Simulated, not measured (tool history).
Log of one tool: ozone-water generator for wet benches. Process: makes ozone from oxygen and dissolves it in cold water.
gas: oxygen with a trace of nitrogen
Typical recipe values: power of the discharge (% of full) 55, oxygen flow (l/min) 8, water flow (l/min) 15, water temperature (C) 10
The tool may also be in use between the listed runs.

| run | hour | power of the discharge (% of full) | oxygen flow (l/min) | water flow (l/min) | water temperature (C) | dissolved ozone (ppm) | ozone in the gas ahead of the water (g/m3) |
|---|---|---|---|---|---|---|---|
| 1 | 0 | 55 | 8 | 15 | 10 | 24.5 | 155 |
| 2 | 45.9 | 50 | 8 | 15 | 10 | 22.7 | 145.7 |
| 3 | 107.5 | 42 | 8 | 15 | 10 | 20.5 | 128.6 |
| 4 | 155.4 | 42 | 8 | 15 | 10 | 20.3 | 129.1 |
| 5 | 205.5 | 55 | 8 | 15 | 10 | 24.3 | 154.7 |
| 6 | 270.9 | 55 | 8 | 15 | 10 | 24.4 | 157.7 |
| 7 | 314.9 | 55 | 8 | 15 | 10 | 24.3 | 156.8 |
|  | 332.3 | contactor cleaned |
| 8 | 390.3 | 55 | 8 | 15 | 10 | 25.9 | 155 |
| 9 | 425.4 | 55 | 8 | 15 | 16 | 23.2 | 156.1 |
| 10 | 497.9 | 55 | 8 | 15 | 16 | 22.9 | 156.3 |
| 11 | 535.3 | 50 | 8 | 15 | 16 | 21.7 | 144.6 |
|  | 544.6 | water thermometer calibrated |
| 12 | 582.1 | 55 | 8 | 12 | 10 | 30.7 | 156.1 |
| 13 | 634.8 | 46 | 8 | 12 | 10 | 26.8 | 137.9 |
| 14 | 672.1 | 46 | 8 | 12 | 10 | 26.7 | 137.2 |
| 15 | 726.7 | 46 | 8 | 12 | 10 | 26.7 | 135.5 |
| 16 | 761.7 | 46 | 8 | 19 | 10 | 18.8 | 136.6 |
| 17 | 820.3 | 63 | 8 | 19 | 12 | 22.9 | 171.8 |
| 18 | 857.8 | 55 | 5.52 | 18 | 10 | 21.1 | 180.6 |
| 19 | 889.9 | 55 | 5.52 | 12 | 8 | 31 | 179.3 |
| 20 | 942.1 | 55 | 5.52 | 12 | 8 | 30.5 | 179.8 |
| 21 | 976.9 | 55 | 5.52 | 13 | 8 | 29.1 | 178.3 |
| 22 | 1026.1 | 62 | 8 | 14 | 12 | 28.6 | 170.3 |
| 23 | 1077 | 55 | 5.83 | 10 | 12 | 32.6 | 174.3 |
| 24 | 1112.5 | 84 | 13.58 | 10 | 10 | 43.2 | 172.8 |
| 25 | 1170.4 | 84 | 13.58 | 10 | 10 | 43.8 | 169.8 |
| 26 | 1220 | 55 | 7.06 | 15 | 11 | 25.3 | 161.9 |
| 27 | 1267 | 55 | 7.06 | 15 | 11 | 25.2 | 162.7 |
| 28 | 1318.3 | 55 | 7.06 | 15 | 11 | 24.9 | 161 |
| 29 | 1384.5 | 55 | 5.32 | 21 | 5 | 19 | 182 |
| 30 | 1416.8 | 55 | 8.53 | 16 | 10 | 24.4 | 151.4 |
| 31 | 1473.3 | 55 | 8.53 | 16 | 10 | 24.6 | 150.2 |
| 32 | 1506 | 55 | 8.53 | 16 | 8 | 25.2 | 151.7 |

Per-run results on a tool with no hidden state, each run keeping its own random variation:
The hidden state here: yield of the discharge, % of new electrodes'; contactor's efficiency, % of a clean one's; true water temperature over the reading, C; drift of the gauge itself on ozone_ppm, %; drift of the gauge itself on gas_g_m3, %.
| run | dissolved ozone (ppm) | ozone in the gas ahead of the water (g/m3) |
|---|---|---|
| 1 | 26.8 | 158.3 |
| 2 | 24.8 | 148.6 |
| 3 | 22.3 | 130.9 |
| 4 | 22.2 | 131.3 |
| 5 | 26.7 | 158.4 |
| 6 | 26.8 | 161.5 |
| 7 | 26.8 | 160.7 |
| 8 | 26.8 | 158.9 |
| 9 | 24 | 160.1 |
| 10 | 23.8 | 160.4 |
| 11 | 22.5 | 148.2 |
| 12 | 31.7 | 160.3 |
| 13 | 27.6 | 141.1 |
| 14 | 27.5 | 140.4 |
| 15 | 27.5 | 138.8 |
| 16 | 19.4 | 140 |
| 17 | 23.9 | 177.6 |
| 18 | 21.9 | 186 |
| 19 | 32.2 | 184.7 |
| 20 | 31.7 | 185.3 |
| 21 | 30.2 | 183.9 |
| 22 | 29.9 | 176.3 |
| 23 | 34 | 180 |
| 24 | 45.6 | 180.7 |
| 25 | 46.2 | 177.6 |
| 26 | 26.4 | 167.4 |
| 27 | 26.3 | 168.3 |
| 28 | 26 | 166.6 |
| 29 | 20 | 188.5 |
| 30 | 25.7 | 156.8 |
| 31 | 25.9 | 155.7 |
| 32 | 26.5 | 157.3 |
